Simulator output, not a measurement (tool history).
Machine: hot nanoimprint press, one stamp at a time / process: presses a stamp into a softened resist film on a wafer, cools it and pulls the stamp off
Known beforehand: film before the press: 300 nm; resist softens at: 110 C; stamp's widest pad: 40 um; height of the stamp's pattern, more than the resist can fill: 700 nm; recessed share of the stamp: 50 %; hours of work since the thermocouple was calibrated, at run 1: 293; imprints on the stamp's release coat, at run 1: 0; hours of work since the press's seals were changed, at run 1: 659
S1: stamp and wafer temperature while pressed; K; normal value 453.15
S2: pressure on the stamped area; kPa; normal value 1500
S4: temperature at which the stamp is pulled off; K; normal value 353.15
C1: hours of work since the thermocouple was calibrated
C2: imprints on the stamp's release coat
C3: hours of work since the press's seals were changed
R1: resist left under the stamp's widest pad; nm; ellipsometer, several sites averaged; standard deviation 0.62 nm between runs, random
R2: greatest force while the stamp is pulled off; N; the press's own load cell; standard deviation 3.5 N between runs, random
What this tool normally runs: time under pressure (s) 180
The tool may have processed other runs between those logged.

Run 1, hour 0.0: usual settings; C1 293; C2 0; C3 659. Result: R1 124.2 nm, R2 175 N.
Run 2, hour 26.6: usual settings; C1 309; C2 98; C3 676. Result: R1 124.3 nm, R2 162 N.
Run 3, hour 53.0: usual settings but S4 338.15 K; C1 326; C2 196; C3 692. Result: R1 123.9 nm, R2 187 N.
Run 4, hour 73.5: usual settings but S4 338.15 K; C1 339; C2 271; C3 705. Result: R1 124.6 nm, R2 191 N.
At hour 95.7: plate thermocouple calibrated.
Run 5, hour 98.6: usual settings but S4 361.15 K; C1 2; C2 353; C3 719. Result: R1 124.7 nm, R2 154 N.
Run 6, hour 126.2: usual settings; C1 19; C2 455; C3 736. Result: R1 123.8 nm, R2 171 N.
Run 7, hour 142.6: usual settings but S1 442.15 K; C1 29; C2 515; C3 747. Result: R1 185.2 nm, R2 170 N.
Run 8, hour 158.4: usual settings but S1 442.15 K; C1 39; C2 574; C3 757. Result: R1 185.8 nm, R2 172 N.
Run 9, hour 192.9: usual settings but S1 442.15 K; C1 61; C2 701; C3 778. Result: R1 183.7 nm, R2 172 N.
Run 10, hour 228.4: usual settings but S1 442.15 K; C1 84; C2 833; C3 801. Result: R1 185.7 nm, R2 170 N.
Run 11, hour 264.8: usual settings but S1 442.15 K; C1 106; C2 967; C3 824. Result: R1 184.7 nm, R2 172 N.
Run 12, hour 280.7: usual settings but S1 457.15 K; C1 116; C2 1026; C3 833. Result: R1 108.3 nm, R2 170 N.
Run 13, hour 301.9: usual settings but time under pressure (s) 312; C1 130; C2 1104; C3 847. Result: R1 102.7 nm, R2 176 N.
Run 14, hour 327.2: usual settings but S2 1950 kPa, time under pressure (s) 312; C1 146; C2 1197; C3 863. Result: R1 87.3 nm, R2 172 N.
At hour 338.6: stamp cleaned and given a new release coat.
Run 15, hour 355.2: usual settings; C1 159; C2 62; C3 877. Result: R1 125.1 nm, R2 168 N.
Run 16, hour 388.9: usual settings; C1 181; C2 186; C3 898. Result: R1 124.2 nm, R2 169 N.
Run 17, hour 406.8: usual settings but S1 457.15 K, S2 1850 kPa, time under pressure (s) 158, S4 357.15 K; C1 192; C2 252; C3 909. Result: R1 100.2 nm, R2 157 N.
Run 18, hour 438.8: usual settings but S1 457.15 K, S2 1850 kPa, time under pressure (s) 315, S4 361.15 K; C1 212; C2 371; C3 929. Result: R1 77.7 nm, R2 153 N.
Run 19, hour 455.7: usual settings but S1 444.15 K, time under pressure (s) 162; C1 223; C2 433; C3 940. Result: R1 177.1 nm, R2 164 N.
Run 20, hour 472.3: usual settings but S1 444.15 K, S2 1300 kPa, time under pressure (s) 185; C1 233; C2 495; C3 950. Result: R1 180.9 nm, R2 168 N.
Run 21, hour 490.1: usual settings but S1 442.15 K, S2 1300 kPa, time under pressure (s) 164, S4 354.15 K; C1 244; C2 560; C3 961. Result: R1 201.7 nm, R2 162 N.
Run 22, hour 521.8: usual settings but S1 445.15 K; C1 264; C2 677; C3 981. Result: R1 165.2 nm, R2 171 N.
Run 23, hour 543.5: usual settings but S1 447.15 K, S4 349.15 K; C1 278; C2 757; C3 995. Result: R1 153.9 nm, R2 180 N.
Run 24, hour 564.6: usual settings but S1 445.15 K, S2 1740 kPa, time under pressure (s) 154, S4 355.15 K; C1 291; C2 835; C3 1008. Result: R1 162.3 nm, R2 163 N.
Run 25, hour 584.9: usual settings but S2 1740 kPa, time under pressure (s) 154, S4 355.15 K; C1 304; C2 910; C3 1021. Result: R1 121.6 nm, R2 164 N.
Run 26, hour 610.1: usual settings but S4 346.15 K; C1 320; C2 1004; C3 1037. Result: R1 124.7 nm, R2 173 N.
Run 27, hour 640.3: usual settings but S1 458.15 K, time under pressure (s) 128, S4 343.15 K; C1 339; C2 1115; C3 1056. Result: R1 118.6 nm, R2 190 N.
At hour 662.8: plate thermocouple calibrated.
Run 28, hour 665.5: usual settings but S1 458.15 K, S2 1510 kPa, time under pressure (s) 128, S4 343.15 K; C1 2; C2 1197; C3 1070. Result: R1 118.2 nm, R2 187 N.
At hour 676.4: stamp cleaned and given a new release coat.
At hour 699.8: press's hydraulic seals changed and the load cell set to zero.
Run 29, hour 702.1: usual settings but S1 458.15 K, S2 1510 kPa, time under pressure (s) 128, S4 343.15 K; C1 16; C2 66; C3 1. Result: R1 117.6 nm, R2 182 N.

Here are 4 independent what-if runs from the current tool condition. What would each one return?
Run A, hour 731.2: usual settings but S2 1630 kPa; C1 34; C2 173; C3 20. Result: R1 ?, R2 ?.
Run B, hour 731.2: usual settings but S1 458.15 K, S2 1510 kPa, time under pressure (s) 207, S4 343.15 K; C1 34; C2 173; C3 20. Result: R1 ?, R2 ?.
Run C, hour 731.2: usual settings but time under pressure (s) 92, S4 348.15 K; C1 34; C2 173; C3 20. Result: R1 ?, R2 ?.
Run D, hour 731.2: usual settings but S1 460.15 K, S2 2350 kPa, time under pressure (s) 128, S4 361.15 K; C1 34; C2 173; C3 20. Result: R1 ?, R2 ?.

run     R1   R2
  A  119.8  169
  B   99.3  182
  C  156.1  179
  D   86.2  159
With the hidden condition removed and each run's random variation left untouched, the same runs would have given:
run     R1   R2
  A  119.8  169
  B   99.3  182
  C  156.1  179
  D   86.2  159

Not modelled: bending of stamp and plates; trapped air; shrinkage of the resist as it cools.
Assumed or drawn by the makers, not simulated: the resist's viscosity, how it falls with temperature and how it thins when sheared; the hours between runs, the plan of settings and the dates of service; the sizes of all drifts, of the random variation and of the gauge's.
